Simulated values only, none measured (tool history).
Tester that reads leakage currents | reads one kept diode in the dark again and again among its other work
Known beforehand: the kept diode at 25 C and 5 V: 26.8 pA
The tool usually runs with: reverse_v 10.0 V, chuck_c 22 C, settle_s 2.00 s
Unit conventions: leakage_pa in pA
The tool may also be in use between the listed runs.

run	hour	reverse_v	chuck_c	settle_s	leakage_pa
1	0.0	10.0	22	2.00	43.48
2	35.8	10.0	22	2.00	43.45
3	108.2	10.0	22	2.00	43.38
4	147.2	10.0	22	2.00	43.85
5	204.3	1.0	22	2.00	10.82
6	273.0	10.0	57	2.00	491.49
7	332.4	10.0	57	2.00	491.53
8	404.7	10.0	57	2.00	488.73
9	475.4	10.0	25	2.00	52.14
10	509.3	6.9	22	2.00	34.63
11	541.4	10.0	22	0.46	51.03
12	572.6	10.0	22	0.46	50.78
13	619.1	10.0	22	0.46	51.12
14	658.3	10.0	22	2.00	44.93
15	698.3	10.0	22	2.00	44.76
16	739.1	10.0	22	2.00	45.11
17	806.4	10.0	22	2.00	45.15
# hour 814.7: chuck's temperature calibrated
18	852.0	10.0	22	2.00	48.74
# hour 859.5: probe card cleaned and baked
19	901.3	10.0	22	2.00	53.21
20	953.2	3.7	31	2.67	49.81
21	1022.2	2.8	22	2.00	23.00
22	1086.9	1.2	22	2.00	13.86
23	1121.8	4.9	27	2.98	44.54
24	1179.0	4.9	27	2.98	44.54
# hour 1193.7: probe card cleaned and baked, once more
25	1218.3	4.9	46	0.76	162.10
26	1293.9	2.7	35	0.76	50.76
27	1355.9	10.0	23	8.26	30.96
28	1426.2	10.0	54	1.88	407.67
29	1469.8	10.0	20	2.53	25.00
30	1522.3	4.6	21	0.54	21.24
31	1555.4	5.4	55	0.60	335.61

4 options for the next run, each taken on its own from the tool as it stands now. Forecast them:
A	1607.8	9.3	44	0.66	?
B	1607.8	3.9	55	0.60	?
C	1607.8	5.3	22	2.00	?
D	1607.8	10.0	40	2.00	?

run	leakage_pa
A	183.95
B	288.46
C	22.14
D	135.82
Take away the tool's hidden state, keep each run's random variation, and the runs would have read:
run	leakage_pa
A	186.10
B	293.09
C	21.88
D	137.05
